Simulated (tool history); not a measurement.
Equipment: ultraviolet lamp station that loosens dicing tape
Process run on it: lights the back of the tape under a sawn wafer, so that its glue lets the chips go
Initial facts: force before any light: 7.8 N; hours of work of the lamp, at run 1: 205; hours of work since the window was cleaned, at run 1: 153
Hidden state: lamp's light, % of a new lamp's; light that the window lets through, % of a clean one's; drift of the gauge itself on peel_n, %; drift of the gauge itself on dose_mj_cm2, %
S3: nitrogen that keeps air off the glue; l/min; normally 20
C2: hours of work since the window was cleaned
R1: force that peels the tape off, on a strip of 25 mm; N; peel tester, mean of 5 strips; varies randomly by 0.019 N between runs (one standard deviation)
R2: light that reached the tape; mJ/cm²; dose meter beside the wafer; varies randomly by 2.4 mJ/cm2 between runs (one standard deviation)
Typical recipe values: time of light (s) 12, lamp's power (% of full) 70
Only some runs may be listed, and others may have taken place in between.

run 1 day=0 | time_of_light_(s)=12 lamp's_power_(%_of_full)=70 S3=20 | hours_of_work_of_the_lamp=205 C2=153 | R1=1.077 R2=223
run 2 day=0.783 | time_of_light_(s)=12 lamp's_power_(%_of_full)=70 S3=20 | hours_of_work_of_the_lamp=214 C2=162 | R1=1.102 R2=228
run 3 day=1.321 | time_of_light_(s)=12 lamp's_power_(%_of_full)=70 S3=20 | hours_of_work_of_the_lamp=221 C2=169 | R1=1.164 R2=228
run 4 day=1.875 | time_of_light_(s)=12 lamp's_power_(%_of_full)=70 S3=20 | hours_of_work_of_the_lamp=227 C2=175 | R1=1.162 R2=226
run 5 day=2.538 | time_of_light_(s)=12 lamp's_power_(%_of_full)=70 S3=20 | hours_of_work_of_the_lamp=235 C2=183 | R1=1.137 R2=224
run 6 day=2.875 | time_of_light_(s)=20 lamp's_power_(%_of_full)=70 S3=20 | hours_of_work_of_the_lamp=239 C2=187 | R1=0.381 R2=371
run 7 day=3.217 | time_of_light_(s)=12 lamp's_power_(%_of_full)=74 S3=20 | hours_of_work_of_the_lamp=243 C2=191 | R1=1.05 R2=237
run 8 day=3.858 | time_of_light_(s)=12 lamp's_power_(%_of_full)=70 S3=9 | hours_of_work_of_the_lamp=250 C2=198 | R1=1.473 R2=224
run 9 day=4.583 | time_of_light_(s)=12 lamp's_power_(%_of_full)=70 S3=9 | hours_of_work_of_the_lamp=258 C2=206 | R1=1.565 R2=223
run 10 day=5.329 | time_of_light_(s)=8 lamp's_power_(%_of_full)=70 S3=20 | hours_of_work_of_the_lamp=267 C2=215 | R1=2.218 R2=150
run 11 day=6 | time_of_light_(s)=8 lamp's_power_(%_of_full)=70 S3=20 | hours_of_work_of_the_lamp=275 C2=223 | R1=2.135 R2=147
run 12 day=6.558 | time_of_light_(s)=8 lamp's_power_(%_of_full)=70 S3=20 | hours_of_work_of_the_lamp=281 C2=229 | R1=2.146 R2=147
run 13 day=6.933 | time_of_light_(s)=12 lamp's_power_(%_of_full)=72 S3=20 | hours_of_work_of_the_lamp=286 C2=234 | R1=1.131 R2=224
run 14 day=7.283 | time_of_light_(s)=21 lamp's_power_(%_of_full)=72 S3=20 | hours_of_work_of_the_lamp=290 C2=238 | R1=0.338 R2=393
run 15 day=7.679 | time_of_light_(s)=21 lamp's_power_(%_of_full)=72 S3=20 | hours_of_work_of_the_lamp=294 C2=242 | R1=0.349 R2=394
-- day=7.754 window cleaned of glue's vapour
run 16 day=8.117 | time_of_light_(s)=21 lamp's_power_(%_of_full)=72 S3=20 | hours_of_work_of_the_lamp=299 C2=4 | R1=0.384 R2=380
run 17 day=8.675 | time_of_light_(s)=19 lamp's_power_(%_of_full)=70 S3=20 | hours_of_work_of_the_lamp=306 C2=11 | R1=0.498 R2=332
run 18 day=9.204 | time_of_light_(s)=12 lamp's_power_(%_of_full)=70 S3=20 | hours_of_work_of_the_lamp=312 C2=17 | R1=1.282 R2=209
-- day=9.496 window cleaned of glue's vapour, once more
run 19 day=9.867 | time_of_light_(s)=12 lamp's_power_(%_of_full)=70 S3=20 | hours_of_work_of_the_lamp=319 C2=4 | R1=1.061 R2=229
run 20 day=10.262 | time_of_light_(s)=12 lamp's_power_(%_of_full)=70 S3=20 | hours_of_work_of_the_lamp=324 C2=9 | R1=1.119 R2=228
run 21 day=10.938 | time_of_light_(s)=12 lamp's_power_(%_of_full)=70 S3=20 | hours_of_work_of_the_lamp=331 C2=17 | R1=1.142 R2=223
run 22 day=11.392 | time_of_light_(s)=12 lamp's_power_(%_of_full)=70 S3=20 | hours_of_work_of_the_lamp=337 C2=22 | R1=1.14 R2=226
run 23 day=12.054 | time_of_light_(s)=12 lamp's_power_(%_of_full)=85 S3=20 | hours_of_work_of_the_lamp=344 C2=30 | R1=0.783 R2=271
run 24 day=12.488 | time_of_light_(s)=12 lamp's_power_(%_of_full)=85 S3=20 | hours_of_work_of_the_lamp=349 C2=35 | R1=0.755 R2=273
run 25 day=12.908 | time_of_light_(s)=12 lamp's_power_(%_of_full)=70 S3=22 | hours_of_work_of_the_lamp=354 C2=40 | R1=1.133 R2=226
run 26 day=13.292 | time_of_light_(s)=10 lamp's_power_(%_of_full)=92 S3=18 | hours_of_work_of_the_lamp=359 C2=44 | R1=1.016 R2=243
run 27 day=13.638 | time_of_light_(s)=10 lamp's_power_(%_of_full)=92 S3=18 | hours_of_work_of_the_lamp=363 C2=48 | R1=1.034 R2=245
run 28 day=14.104 | time_of_light_(s)=7 lamp's_power_(%_of_full)=72 S3=8 | hours_of_work_of_the_lamp=368 C2=53 | R1=2.939 R2=133
run 29 day=14.446 | time_of_light_(s)=8 lamp's_power_(%_of_full)=65 S3=28 | hours_of_work_of_the_lamp=372 C2=57 | R1=2.252 R2=142
run 30 day=15.017 | time_of_light_(s)=21 lamp's_power_(%_of_full)=70 S3=20 | hours_of_work_of_the_lamp=379 C2=64 | R1=0.342 R2=389
run 31 day=15.429 | time_of_light_(s)=13 lamp's_power_(%_of_full)=61 S3=11 | hours_of_work_of_the_lamp=383 C2=69 | R1=1.574 R2=208
run 32 day=16.179 | time_of_light_(s)=7 lamp's_power_(%_of_full)=70 S3=20 | hours_of_work_of_the_lamp=392 C2=77 | R1=2.473 R2=130

Run 33, settings as shown, results not yet in. Your forecast:
run 33 day=16.717 | time_of_light_(s)=12 lamp's_power_(%_of_full)=60 S3=20 | hours_of_work_of_the_lamp=398 C2=84 | R1=? R2=?

{"run 33": {"R1": 1.513, "R2": 189}}
Had the tool carried no hidden state, the very same run would have given R1 1.222 N, R2 215 mJ/cm².
